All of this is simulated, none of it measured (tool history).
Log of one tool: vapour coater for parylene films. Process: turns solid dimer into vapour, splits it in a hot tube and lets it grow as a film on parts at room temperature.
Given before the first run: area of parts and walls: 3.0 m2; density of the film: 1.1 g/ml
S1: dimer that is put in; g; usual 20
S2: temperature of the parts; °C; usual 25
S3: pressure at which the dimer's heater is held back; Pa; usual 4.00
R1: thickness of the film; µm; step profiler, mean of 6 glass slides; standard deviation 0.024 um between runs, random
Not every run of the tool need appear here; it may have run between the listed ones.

run	hour	S1	S2	S3	R1
1	0.0	20	25	4.00	4.43
2	17.7	20	25	4.00	4.46
3	32.1	20	25	4.00	4.47
4	51.4	20	25	4.00	4.43
5	73.4	20	25	2.30	4.76
6	92.7	20	25	2.30	4.72
7	121.7	20	25	2.30	4.70
8	145.7	20	25	2.67	4.64
9	167.7	20	25	2.67	4.62
10	190.1	20	19	2.67	5.08
11	218.9	20	25	6.78	4.02
# hour 247.4: trap's valve overhauled
12	255.7	20	25	6.78	4.34
13	272.8	17	25	4.00	3.94
14	297.2	9	25	4.00	2.09
15	317.4	9	25	4.00	2.11
16	339.7	20	25	4.40	4.55
17	356.5	15	25	4.00	3.46
18	371.0	15	25	4.00	3.43
19	397.5	20	27	4.00	4.46
20	420.7	20	27	4.00	4.43
21	437.9	20	27	4.00	4.39
22	468.0	20	27	4.00	4.37
23	484.2	20	25	4.99	4.40
24	504.4	20	25	4.00	4.52
25	526.2	20	21	6.17	4.57
26	558.7	20	30	9.82	3.66
27	591.3	20	26	9.82	3.90
28	619.4	10	26	3.24	2.25
29	635.3	20	32	2.41	4.21
30	656.2	27	18	7.45	6.19
31	674.5	21	25	7.45	4.31
32	694.9	26	25	2.01	6.32
33	721.1	18	25	5.06	3.83
34	750.8	18	25	5.06	3.84
35	780.1	18	25	5.06	3.85
36	804.6	15	18	8.48	3.34
37	823.0	15	18	8.48	3.35
38	856.5	20	21	4.00	4.67
39	885.7	20	23	2.41	4.81
40	912.9	20	23	2.41	4.74
41	932.0	20	23	2.41	4.74
# hour 967.9: trap's valve overhauled
42	967.9	21	25	10.23	4.37
43	989.8	21	25	10.23	4.37
44	1020.9	32	17	2.45	9.19
45	1047.4	24	25	4.00	5.58
46	1076.9	9	25	11.84	1.81
47	1092.1	9	17	4.00	2.40

Hidden state or all else? Some run-to-run changes of R1, split into what the settings, what came in and random variation would give without the hidden state, and what is left for the hidden state (with any gauge scatter that isn't in both results):
Unlogged tool condition in this case: vapour lost through the trap's worn valve, %; true temperature of the parts over the reading, C; drift of the gauge itself on film_um, %.
Run 11 -> 12: trap's valve overhauled. R1 +0.32 µm: hidden state +0.28, all else +0.04.
Run 29 -> 30: S1 20 -> 27, S2 32 -> 18, S3 2.41 -> 7.45. R1 +1.98 µm: hidden state -0.12, all else +2.10.
Run 41 -> 42: S1 20 -> 21, S2 23 -> 25, S3 2.41 -> 10.23, trap's valve overhauled. R1 -0.37 µm: hidden state +0.43, all else -0.80.
Run 43 -> 44: S1 21 -> 32, S2 25 -> 17, S3 10.23 -> 2.45. R1 +4.82 µm: hidden state +0.01, all else +4.81.
Run 44 -> 45: S1 32 -> 24, S2 17 -> 25, S3 2.45 -> 4.00. R1 -3.61 µm: hidden state -0.04, all else -3.57.
Run 45 -> 46: S1 24 -> 9, S3 4.00 -> 11.84. R1 -3.77 µm: hidden state +0.00, all else -3.77.
